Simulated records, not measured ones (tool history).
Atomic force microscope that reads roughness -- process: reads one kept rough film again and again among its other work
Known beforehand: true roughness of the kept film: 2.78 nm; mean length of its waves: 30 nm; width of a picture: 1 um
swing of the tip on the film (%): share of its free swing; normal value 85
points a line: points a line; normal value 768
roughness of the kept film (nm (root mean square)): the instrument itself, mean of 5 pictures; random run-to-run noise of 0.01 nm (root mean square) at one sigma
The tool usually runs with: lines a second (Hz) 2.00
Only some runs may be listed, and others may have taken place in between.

| run | day | lines a second (Hz) | swing of the tip on the film (%) | points a line | roughness of the kept film (nm (root mean square)) |
|---|---|---|---|---|---|
| 1 | 0.000 | 2.00 | 85 | 768 | 2.354 |
| 2 | 0.392 | 2.00 | 85 | 768 | 2.336 |
| 3 | 0.888 | 2.00 | 85 | 768 | 2.344 |
| 4 | 1.304 | 2.00 | 85 | 768 | 2.354 |
| 5 | 1.525 | 2.00 | 85 | 768 | 2.328 |
| 6 | 1.746 | 2.00 | 85 | 768 | 2.320 |
| 7 | 2.054 | 2.00 | 85 | 371 | 2.349 |
| 8 | 2.521 | 2.00 | 85 | 371 | 2.331 |
| 9 | 2.838 | 2.00 | 85 | 371 | 2.338 |
| 10 | 3.092 | 2.00 | 85 | 371 | 2.327 |
| 11 | 3.358 | 2.00 | 85 | 768 | 2.340 |
| 12 | 3.804 | 2.00 | 85 | 768 | 2.337 |
| 13 | 4.167 | 2.00 | 85 | 768 | 2.346 |
| 14 | 4.450 | 1.79 | 85 | 768 | 2.385 |
| 15 | 4.925 | 1.79 | 85 | 768 | 2.373 |
| 16 | 5.271 | 2.00 | 85 | 768 | 2.352 |
| 17 | 5.625 | 2.00 | 85 | 768 | 2.346 |
| 18 | 6.012 | 2.00 | 85 | 768 | 2.344 |
| 19 | 6.508 | 2.00 | 85 | 768 | 2.331 |
| 20 | 6.825 | 2.00 | 85 | 768 | 2.343 |
| 21 | 7.358 | 0.57 | 85 | 768 | 2.519 |
| 22 | 7.746 | 0.57 | 85 | 768 | 2.547 |
| 23 | 7.988 | 0.57 | 85 | 768 | 2.542 |
| 24 | 8.462 | 0.53 | 85 | 768 | 2.529 |
| 25 | 8.746 | 0.53 | 85 | 768 | 2.545 |
| 26 | 9.025 | 0.95 | 85 | 768 | 2.481 |
| 27 | 9.288 | 0.95 | 58 | 790 | 2.582 |
| 28 | 9.667 | 0.96 | 62 | 260 | 2.528 |
| 29 | 10.171 | 2.00 | 55 | 259 | 2.523 |
| 30 | 10.700 | 2.74 | 89 | 339 | 2.181 |
| 31 | 10.958 | 1.13 | 74 | 353 | 2.509 |
| 32 | 11.442 | 2.00 | 70 | 768 | 2.473 |
| 33 | 11.812 | 2.00 | 56 | 910 | 2.552 |
| 34 | 12.058 | 0.84 | 56 | 395 | 2.591 |
| 35 | 12.383 | 0.84 | 87 | 443 | 2.455 |
| 36 | 12.812 | 0.84 | 87 | 443 | 2.473 |
| 37 | 13.125 | 0.70 | 86 | 768 | 2.509 |
| 38 | 13.608 | 1.25 | 69 | 664 | 2.528 |
| 39 | 13.833 | 1.22 | 80 | 361 | 2.457 |
| 40 | 14.075 | 3.15 | 59 | 549 | 2.498 |
| 41 | 14.600 | 3.15 | 59 | 549 | 2.514 |
| 42 | 14.933 | 0.68 | 59 | 549 | 2.584 |
| 43 | 15.188 | 0.68 | 59 | 678 | 2.604 |
| 44 | 15.512 | 3.00 | 66 | 678 | 2.440 |
| 45 | 16.004 | 3.00 | 66 | 678 | 2.468 |
| 46 | 16.358 | 3.00 | 66 | 678 | 2.443 |

Taken out of this log: 4 entries between the listed runs. Where each belongs, and how the hidden state differs across it:
Run 10 -> run 11: new tip fitted (day 3.229)
  radius of the tip, nm: 5.4 -> 5
  measured minus no-state result, roughness of the kept film (nm (root mean square)): -0.009 -> +0.000
Run 21 -> run 22: new tip fitted (day 7.625)
  radius of the tip, nm: 5.3 -> 5
  measured minus no-state result, roughness of the kept film (nm (root mean square)): -0.010 -> +0.000
Run 33 -> run 34: new tip fitted (day 11.979)
  radius of the tip, nm: 5.4 -> 5
  measured minus no-state result, roughness of the kept film (nm (root mean square)): -0.010 -> -0.001
Run 45 -> run 46: new tip fitted (day 16.342)
  radius of the tip, nm: 5.3 -> 5
  measured minus no-state result, roughness of the kept film (nm (root mean square)): -0.009 -> +0.000

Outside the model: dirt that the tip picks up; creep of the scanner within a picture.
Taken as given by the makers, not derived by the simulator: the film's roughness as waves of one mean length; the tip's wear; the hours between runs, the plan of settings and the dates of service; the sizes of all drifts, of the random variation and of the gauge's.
